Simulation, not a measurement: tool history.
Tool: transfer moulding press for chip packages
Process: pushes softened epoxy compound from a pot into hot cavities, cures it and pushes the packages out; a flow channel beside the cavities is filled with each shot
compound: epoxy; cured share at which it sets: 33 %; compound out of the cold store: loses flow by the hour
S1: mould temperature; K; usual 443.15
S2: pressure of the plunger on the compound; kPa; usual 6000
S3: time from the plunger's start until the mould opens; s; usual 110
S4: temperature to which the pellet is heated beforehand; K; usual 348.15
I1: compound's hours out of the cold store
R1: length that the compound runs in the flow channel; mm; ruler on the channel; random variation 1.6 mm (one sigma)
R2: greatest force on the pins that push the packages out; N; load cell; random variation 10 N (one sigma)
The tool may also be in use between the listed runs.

| run | day | S1 | S2 | S3 | S4 | I1 | R1 | R2 |
|---|---|---|---|---|---|---|---|---|
| 1 | 0.000 | 443.15 | 6000 | 110 | 348.15 | 30.6 | 712 | 528 |
|  | 2.442 | cavities cleaned with cleaning compound and waxed |
| 2 | 3.675 | 438.15 | 6000 | 110 | 348.15 | 29.7 | 731 | 764 |
|  | 6.083 | cavities cleaned with cleaning compound and waxed |
| 3 | 7.521 | 438.15 | 6000 | 110 | 348.15 | 16.1 | 792 | 851 |
|  | 9.562 | cavities cleaned with cleaning compound and waxed |
| 4 | 10.488 | 438.15 | 6000 | 110 | 348.15 | 17.0 | 784 | 776 |
|  | 12.129 | plunger's sealing rings changed |
| 5 | 12.862 | 438.15 | 6000 | 110 | 348.15 | 43.8 | 695 | 812 |
|  | 13.079 | cavities cleaned with cleaning compound and waxed |
| 6 | 16.075 | 443.15 | 6000 | 110 | 341.15 | 33.0 | 716 | 609 |
|  | 16.638 | cavities cleaned with cleaning compound and waxed |
|  | 19.979 | cavities cleaned with cleaning compound and waxed |
| 7 | 19.979 | 443.15 | 6000 | 110 | 341.15 | 11.7 | 809 | 489 |
| 8 | 22.583 | 443.15 | 6000 | 110 | 341.15 | 44.9 | 662 | 582 |
|  | 23.542 | cavities cleaned with cleaning compound and waxed |
| 9 | 24.808 | 443.15 | 6000 | 110 | 341.15 | 8.3 | 821 | 566 |
|  | 26.942 | cavities cleaned with cleaning compound and waxed |
| 10 | 27.662 | 443.15 | 6000 | 100 | 341.15 | 22.9 | 746 | 627 |
| 11 | 29.354 | 443.15 | 6000 | 100 | 341.15 | 27.0 | 726 | 723 |
|  | 30.579 | cavities cleaned with cleaning compound and waxed |
| 12 | 33.008 | 443.15 | 6000 | 100 | 341.15 | 46.5 | 643 | 702 |
|  | 34.142 | cavities cleaned with cleaning compound and waxed |
| 13 | 36.717 | 443.15 | 6000 | 110 | 348.15 | 17.5 | 760 | 623 |
|  | 37.750 | plunger's sealing rings changed |
|  | 37.812 | cavities cleaned with cleaning compound and waxed |
| 14 | 38.438 | 445.15 | 5320 | 110 | 348.15 | 36.7 | 655 | 435 |
|  | 41.150 | cavities cleaned with cleaning compound and waxed |
| 15 | 41.508 | 435.15 | 5320 | 108 | 358.15 | 29.0 | 723 | 932 |
|  | 44.758 | cavities cleaned with cleaning compound and waxed |
| 16 | 44.879 | 435.15 | 5320 | 108 | 358.15 | 30.7 | 715 | 928 |
| 17 | 47.925 | 443.15 | 6000 | 109 | 339.15 | 29.1 | 727 | 647 |
|  | 48.233 | cavities cleaned with cleaning compound and waxed |
| 18 | 49.996 | 443.15 | 6000 | 109 | 339.15 | 33.0 | 708 | 588 |
|  | 51.696 | cavities cleaned with cleaning compound and waxed |
| 19 | 53.008 | 440.15 | 6000 | 103 | 346.15 | 28.3 | 736 | 772 |
|  | 55.267 | cavities cleaned with cleaning compound and waxed |
| 20 | 55.404 | 440.15 | 6000 | 103 | 346.15 | 18.6 | 776 | 736 |
|  | 57.383 | mould's thermocouples calibrated |
| 21 | 57.383 | 443.15 | 4960 | 110 | 343.15 | 13.4 | 710 | 565 |
|  | 58.712 | cavities cleaned with cleaning compound and waxed |
| 22 | 60.183 | 443.15 | 4960 | 116 | 358.15 | 23.6 | 664 | 488 |
|  | 62.154 | cavities cleaned with cleaning compound and waxed |
| 23 | 62.358 | 440.15 | 4710 | 137 | 356.15 | 19.6 | 673 | 420 |
|  | 63.346 | plunger's sealing rings changed |
|  | 65.646 | cavities cleaned with cleaning compound and waxed |
| 24 | 65.988 | 440.15 | 4710 | 137 | 356.15 | 9.8 | 739 | 420 |
| 25 | 68.412 | 440.15 | 4710 | 137 | 356.15 | 19.6 | 692 | 539 |
|  | 69.000 | cavities cleaned with cleaning compound and waxed |
| 26 | 71.125 | 443.15 | 4910 | 110 | 344.15 | 21.0 | 688 | 571 |

5 ways to go on from here, each from the tool as it stands after run 26. What would each give?
|  | 72.554 | cavities cleaned with cleaning compound and waxed |
| A | 72.938 | 443.15 | 7290 | 110 | 344.15 | 30.4 | ? | ? |
|  | 72.554 | cavities cleaned with cleaning compound and waxed |
| B | 72.938 | 443.15 | 6920 | 109 | 352.15 | 14.3 | ? | ? |
|  | 72.554 | cavities cleaned with cleaning compound and waxed |
| C | 72.938 | 451.15 | 6000 | 143 | 349.15 | 19.9 | ? | ? |
|  | 72.554 | cavities cleaned with cleaning compound and waxed |
| D | 72.938 | 436.15 | 5190 | 110 | 348.15 | 16.3 | ? | ? |
|  | 72.554 | cavities cleaned with cleaning compound and waxed |
| E | 72.938 | 443.15 | 6000 | 138 | 345.15 | 35.1 | ? | ? |

| run | R1 | R2 |
|---|---|---|
| A | 791 | 485 |
| B | 847 | 515 |
| C | 733 | 371 |
| D | 760 | 875 |
| E | 695 | 379 |
Without the tool's hidden state the same runs would have given:
| run | R1 | R2 |
|---|---|---|
| A | 803 | 441 |
| B | 860 | 468 |
| C | 744 | 345 |
| D | 771 | 791 |
| E | 705 | 350 |

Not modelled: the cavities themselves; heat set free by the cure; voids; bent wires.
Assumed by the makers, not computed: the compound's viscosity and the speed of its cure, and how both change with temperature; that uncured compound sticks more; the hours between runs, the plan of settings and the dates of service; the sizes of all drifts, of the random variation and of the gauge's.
